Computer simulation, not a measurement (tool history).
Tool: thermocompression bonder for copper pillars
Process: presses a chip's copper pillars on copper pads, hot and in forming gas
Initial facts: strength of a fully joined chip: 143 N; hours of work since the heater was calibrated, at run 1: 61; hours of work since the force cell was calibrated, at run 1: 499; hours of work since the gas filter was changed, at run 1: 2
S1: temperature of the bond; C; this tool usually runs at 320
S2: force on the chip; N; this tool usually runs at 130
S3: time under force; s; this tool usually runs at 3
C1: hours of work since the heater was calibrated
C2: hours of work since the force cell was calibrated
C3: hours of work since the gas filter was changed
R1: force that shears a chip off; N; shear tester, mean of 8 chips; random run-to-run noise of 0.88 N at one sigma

run	hour	S1	S2	S3	C1	C2	C3	R1
1	0.0	320	130	3	61	499	2	72.6
2	9.7	320	130	3	68	506	9	73.0
3	20.5	320	130	3	76	514	17	73.5
4	28.4	320	130	3	82	520	23	73.4
5	34.4	320	130	3	86	525	28	72.4
6	42.7	339	130	3	92	531	34	88.6
7	48.9	320	130	3	97	535	39	71.3
8	60.0	320	130	3	105	544	47	71.4
9	70.5	320	130	3	113	552	55	71.9
10	79.5	320	130	3	120	558	62	72.3
11	89.2	320	84	3	127	566	69	52.2
12	95.8	320	84	3	132	571	74	52.0
13	101.6	343	84	3	136	575	78	68.1
14	109.0	320	130	3	142	580	84	71.9
15	118.8	320	139	3	149	588	91	74.6
16	129.6	320	139	3	157	596	99	73.6
17	134.3	320	139	3	161	599	102	75.5
18	143.3	320	139	3	168	606	109	74.8
19	152.7	320	88	2	175	613	116	45.0
20	161.6	320	88	2	181	620	123	47.3
21	172.2	316	130	8	189	628	131	97.2
22	179.0	312	83	2	194	633	136	39.9
23	186.1	312	83	2	199	638	141	39.7
24	194.5	297	130	3	206	644	147	54.3
25	200.3	297	130	3	210	648	152	53.7
26	208.7	316	137	5	216	655	158	84.9
# hour 216.0: forming gas filter changed
27	219.7	296	137	6	224	663	3	72.8
28	226.5	305	148	4	229	668	8	75.7
29	233.0	338	179	8	234	673	13	125.1
30	238.7	302	118	3	238	677	17	54.8
31	244.6	301	130	9	243	681	21	84.9
32	252.9	345	106	7	249	687	28	103.6
33	260.2	328	136	7	254	693	33	103.4
34	267.0	328	133	4	259	698	38	87.6
35	273.9	301	101	4	265	703	43	53.4

Consider 4 possible next runs. They are alternatives, not a sequence: every one starts from the tool as it was left by run 35. What does each give?
A	284.2	300	148	8	272	711	51	?
B	284.2	344	135	4	272	711	51	?
C	284.2	336	162	8	272	711	51	?
D	284.2	332	101	3	272	711	51	?

run	R1
A	87.5
B	102.0
C	121.9
D	68.9
Without the tool's hidden state the same runs would have given:
run	R1
A	87.6
B	102.1
C	122.0
D	69.0

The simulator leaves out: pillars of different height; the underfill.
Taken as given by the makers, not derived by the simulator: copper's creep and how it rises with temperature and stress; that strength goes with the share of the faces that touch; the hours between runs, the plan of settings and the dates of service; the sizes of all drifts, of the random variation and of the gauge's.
